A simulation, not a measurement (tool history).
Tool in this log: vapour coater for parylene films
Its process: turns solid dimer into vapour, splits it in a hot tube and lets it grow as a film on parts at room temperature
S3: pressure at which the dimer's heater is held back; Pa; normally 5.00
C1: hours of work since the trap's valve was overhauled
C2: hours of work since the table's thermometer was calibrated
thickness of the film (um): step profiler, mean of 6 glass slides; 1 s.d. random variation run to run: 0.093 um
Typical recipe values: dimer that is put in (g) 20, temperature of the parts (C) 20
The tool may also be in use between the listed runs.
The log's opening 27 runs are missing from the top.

Run 28, hour 636.0: usual settings but dimer that is put in (g) 23, temperature of the parts (C) 15, S3 7.82 Pa; C1 138; C2 1143. Result: thickness of the film (um) 13.29.
Run 29, hour 649.4: usual settings but dimer that is put in (g) 30, temperature of the parts (C) 13, S3 3.60 Pa; C1 148; C2 1153. Result: thickness of the film (um) 20.66.
Run 30, hour 673.7: usual settings but dimer that is put in (g) 17, temperature of the parts (C) 15, S3 3.56 Pa; C1 166; C2 1172. Result: thickness of the film (um) 11.17.
Run 31, hour 704.5: usual settings but dimer that is put in (g) 28, S3 3.34 Pa; C1 190; C2 1195. Result: thickness of the film (um) 15.27.
At hour 728.0: trap's valve overhauled.
Run 32, hour 728.3: usual settings but dimer that is put in (g) 28, S3 3.34 Pa; C1 0; C2 1210. Result: thickness of the film (um) 16.99.
Run 33, hour 746.6: usual settings but dimer that is put in (g) 19, S3 4.77 Pa; C1 14; C2 1223. Result: thickness of the film (um) 10.55.
Run 34, hour 769.9: usual settings but dimer that is put in (g) 10, temperature of the parts (C) 27; C1 31; C2 1241. Result: thickness of the film (um) 4.33.
Run 35, hour 784.4: usual settings but dimer that is put in (g) 8, S3 11.53 Pa; C1 42; C2 1252. Result: thickness of the film (um) 3.84.
Run 36, hour 804.0: usual settings but dimer that is put in (g) 31, S3 11.63 Pa; C1 57; C2 1266. Result: thickness of the film (um) 14.58.
Run 37, hour 827.1: usual settings but dimer that is put in (g) 8, S3 4.83 Pa; C1 74; C2 1284. Result: thickness of the film (um) 4.37.
Run 38, hour 857.6: usual settings but dimer that is put in (g) 12, temperature of the parts (C) 17, S3 3.12 Pa; C1 97; C2 1306. Result: thickness of the film (um) 7.69.
Run 39, hour 881.9: usual settings but dimer that is put in (g) 12, temperature of the parts (C) 17, S3 3.12 Pa; C1 115; C2 1325. Result: thickness of the film (um) 7.61.
Run 40, hour 911.4: usual settings but dimer that is put in (g) 12, temperature of the parts (C) 23, S3 3.12 Pa; C1 137; C2 1347. Result: thickness of the film (um) 6.11.
Run 41, hour 929.0: usual settings but S3 3.67 Pa; C1 151; C2 1360. Result: thickness of the film (um) 11.04.
Run 42, hour 944.8: usual settings but dimer that is put in (g) 14, temperature of the parts (C) 14; C1 163; C2 1372. Result: thickness of the film (um) 8.97.
Run 43, hour 962.3: usual settings but dimer that is put in (g) 15, temperature of the parts (C) 14, S3 11.20 Pa; C1 176; C2 1385. Result: thickness of the film (um) 8.26.

4 ways to go on from here, each from the tool as it stands after run 43. What would each give?
Run A, hour 985.3: usual settings but temperature of the parts (C) 18, S3 8.86 Pa; C1 193; C2 1402. Result: thickness of the film (um) ?.
Run B, hour 985.3: usual settings but S3 2.04 Pa; C1 193; C2 1402. Result: thickness of the film (um) ?.
Run C, hour 985.3: usual settings but dimer that is put in (g) 22, temperature of the parts (C) 14, S3 2.76 Pa; C1 193; C2 1402. Result: thickness of the film (um) ?.
Run D, hour 985.3: usual settings but temperature of the parts (C) 21; C1 193; C2 1402. Result: thickness of the film (um) ?.

run  thickness of the film (um)
  A                        9.95
  B                       11.74
  C                       14.86
  D                        9.64
Without the tool's unlogged condition, the same runs would have read:
run  thickness of the film (um)
  A                       11.16
  B                       13.18
  C                       16.38
  D                       10.82
